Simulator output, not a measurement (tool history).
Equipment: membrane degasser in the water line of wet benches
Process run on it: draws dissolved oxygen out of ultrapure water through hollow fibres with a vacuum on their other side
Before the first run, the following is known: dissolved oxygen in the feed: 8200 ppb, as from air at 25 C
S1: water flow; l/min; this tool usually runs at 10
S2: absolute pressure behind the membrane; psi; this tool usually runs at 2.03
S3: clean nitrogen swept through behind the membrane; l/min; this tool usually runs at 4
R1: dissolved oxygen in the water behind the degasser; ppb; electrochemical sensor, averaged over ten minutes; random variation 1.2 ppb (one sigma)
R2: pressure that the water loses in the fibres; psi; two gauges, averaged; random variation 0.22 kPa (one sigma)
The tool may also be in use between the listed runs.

run	hour	S1	S2	S3	R1	R2
1	0	10	2.03	4	113.5	7.686
2	128.5	10	2.03	4	114.7	7.652
3	295.8	10	3.52	4	174.4	7.651
4	389	10	3.52	4	172.8	7.661
5	475.6	10	3.52	4	172.9	7.667
6	588.8	10	2.03	4	111.2	7.642
7	667.7	7	2.03	4	57.2	5.401
8	827.2	7	2.03	4	56.1	5.363
9	943.5	7	2.03	4	54.9	5.395
10	1093.6	7	2.03	4	56.7	5.366
11	1237.9	10	2.03	4	114.3	7.59
12	1386	10	2.03	4	112.6	7.709
13	1479.4	10	2.03	4	111.8	7.665
14	1642	10	2.03	4	110.7	7.674
15	1743	10	2.03	4	113.1	7.654
16	1828	10	2.03	4	111.1	7.604
17	1941.7	10	4.76	1.74	434.1	7.723
18	2048.2	10	1.62	1.74	158.1	7.683
19	2164.5	10	1.62	1.74	158.4	7.707
20	2322.6	6	2	1.74	92.3	4.615
21	2473.2	10	4.5	8.78	122.9	7.612
22	2588.3	10	4.5	8.78	125.1	7.668
23	2727.9	11	4.5	2.14	392.9	8.427
24	2892.6	10	3.29	1.89	289.5	7.687
25	2997.6	15	1.39	1.89	294.4	11.523
26	3117.2	15	1.39	1.89	296.9	11.477
27	3214.2	15	2.44	2.75	354.1	11.52
28	3298.8	15	4.15	2.75	495.7	11.541
29	3402.7	15	1.46	2.2	289.3	11.494
30	3522.5	15	1.46	2.2	292.4	11.562
31	3628.5	15	1.46	2.2	295.8	11.474
32	3729	8	1.38	6.99	35	6.195

Removed from this log: 1 entry logged between the listed runs. Between which two listed runs does each belong, and how does the tool's hidden state at the listed run before it compare with that at the listed run after it?
From run 21 to run 22: vacuum gauge calibrated (hour 2573.5)
  no difference in the tool's unlogged condition between these two runs
